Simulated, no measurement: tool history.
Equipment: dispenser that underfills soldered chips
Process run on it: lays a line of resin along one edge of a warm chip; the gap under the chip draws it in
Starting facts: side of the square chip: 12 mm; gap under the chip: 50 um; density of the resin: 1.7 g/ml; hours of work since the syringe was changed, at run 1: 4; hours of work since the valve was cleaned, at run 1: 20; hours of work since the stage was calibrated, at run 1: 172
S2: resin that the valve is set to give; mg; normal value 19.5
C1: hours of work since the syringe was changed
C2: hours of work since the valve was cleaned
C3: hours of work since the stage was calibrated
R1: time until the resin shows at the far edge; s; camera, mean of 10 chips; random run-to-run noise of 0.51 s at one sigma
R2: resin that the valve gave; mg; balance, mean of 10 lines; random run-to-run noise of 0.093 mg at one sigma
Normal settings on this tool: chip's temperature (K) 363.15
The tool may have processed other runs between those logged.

{"run": 1, "hour": 0.0, "chip's temperature (K)": 363.15, "S2": 19.5, "C1": 4, "C2": 20, "C3": 172, "R1": 45.7, "R2": 19.06}
{"run": 2, "hour": 10.4, "chip's temperature (K)": 363.15, "S2": 19.5, "C1": 11, "C2": 28, "C3": 179, "R1": 63.6, "R2": 18.95}
{"hour": 12.0, "done": "new syringe of resin"}
{"run": 3, "hour": 17.5, "chip's temperature (K)": 363.15, "S2": 19.5, "C1": 4, "C2": 32, "C3": 184, "R1": 46.6, "R2": 18.8}
{"run": 4, "hour": 28.2, "chip's temperature (K)": 363.15, "S2": 19.5, "C1": 11, "C2": 40, "C3": 191, "R1": 63.6, "R2": 18.87}
{"hour": 29.3, "done": "new syringe of resin"}
{"run": 5, "hour": 33.5, "chip's temperature (K)": 363.15, "S2": 19.5, "C1": 3, "C2": 43, "C3": 195, "R1": 45.3, "R2": 18.57}
{"run": 6, "hour": 42.2, "chip's temperature (K)": 363.15, "S2": 25.3, "C1": 9, "C2": 49, "C3": 200, "R1": 56.7, "R2": 24.23}
{"hour": 46.6, "done": "new syringe of resin"}
{"run": 7, "hour": 47.7, "chip's temperature (K)": 376.15, "S2": 19.5, "C1": 1, "C2": 52, "C3": 204, "R1": 26.0, "R2": 18.42}
{"run": 8, "hour": 52.2, "chip's temperature (K)": 363.15, "S2": 19.5, "C1": 4, "C2": 56, "C3": 207, "R1": 46.5, "R2": 18.47}
{"run": 9, "hour": 57.6, "chip's temperature (K)": 363.15, "S2": 19.5, "C1": 8, "C2": 59, "C3": 211, "R1": 55.8, "R2": 18.31}
{"hour": 63.4, "done": "new syringe of resin"}
{"run": 10, "hour": 67.9, "chip's temperature (K)": 363.15, "S2": 21.0, "C1": 3, "C2": 66, "C3": 218, "R1": 45.3, "R2": 19.59}
{"run": 11, "hour": 74.2, "chip's temperature (K)": 363.15, "S2": 19.5, "C1": 7, "C2": 70, "C3": 222, "R1": 54.6, "R2": 18.37}
{"hour": 80.3, "done": "new syringe of resin"}
{"run": 12, "hour": 84.2, "chip's temperature (K)": 363.15, "S2": 18.9, "C1": 3, "C2": 77, "C3": 229, "R1": 43.8, "R2": 17.5}
{"run": 13, "hour": 91.4, "chip's temperature (K)": 363.15, "S2": 18.6, "C1": 8, "C2": 82, "C3": 233, "R1": 55.7, "R2": 17.14}
{"hour": 97.6, "done": "new syringe of resin"}
{"run": 14, "hour": 99.1, "chip's temperature (K)": 363.15, "S2": 18.6, "C1": 1, "C2": 87, "C3": 239, "R1": 40.3, "R2": 17.06}
{"hour": 104.6, "done": "dispensing valve cleaned and set on the balance"}
{"run": 15, "hour": 110.1, "chip's temperature (K)": 370.15, "S2": 19.5, "C1": 8, "C2": 4, "C3": 245, "R1": 42.5, "R2": 19.53}
{"hour": 115.6, "done": "new syringe of resin"}
{"run": 16, "hour": 120.8, "chip's temperature (K)": 370.15, "S2": 19.5, "C1": 4, "C2": 11, "C3": 252, "R1": 35.0, "R2": 19.3}
{"run": 17, "hour": 128.5, "chip's temperature (K)": 370.15, "S2": 19.5, "C1": 9, "C2": 16, "C3": 258, "R1": 44.5, "R2": 19.06}
{"hour": 132.3, "done": "new syringe of resin"}
{"run": 18, "hour": 134.5, "chip's temperature (K)": 366.15, "S2": 19.5, "C1": 1, "C2": 20, "C3": 262, "R1": 36.8, "R2": 19.16}
{"run": 19, "hour": 140.8, "chip's temperature (K)": 366.15, "S2": 19.5, "C1": 6, "C2": 24, "C3": 266, "R1": 45.2, "R2": 18.95}
{"run": 20, "hour": 148.5, "chip's temperature (K)": 354.15, "S2": 24.1, "C1": 11, "C2": 30, "C3": 271, "R1": 85.1, "R2": 23.62}
{"hour": 149.7, "done": "new syringe of resin"}
{"run": 21, "hour": 155.6, "chip's temperature (K)": 354.15, "S2": 24.1, "C1": 4, "C2": 34, "C3": 276, "R1": 61.7, "R2": 23.4}

Run 22 has not been measured yet. What should we expect?
{"run": 22, "hour": 162.8, "chip's temperature (K)": 377.15, "S2": 24.1, "C1": 9, "C2": 39, "C3": 281, "R1": "?", "R2": "?"}

Logged for run 22: R1 34.7 s, R2 23.10 mg.
Had the tool carried no hidden state, the very same run would have given R1 24.8 s, R2 23.98 mg.
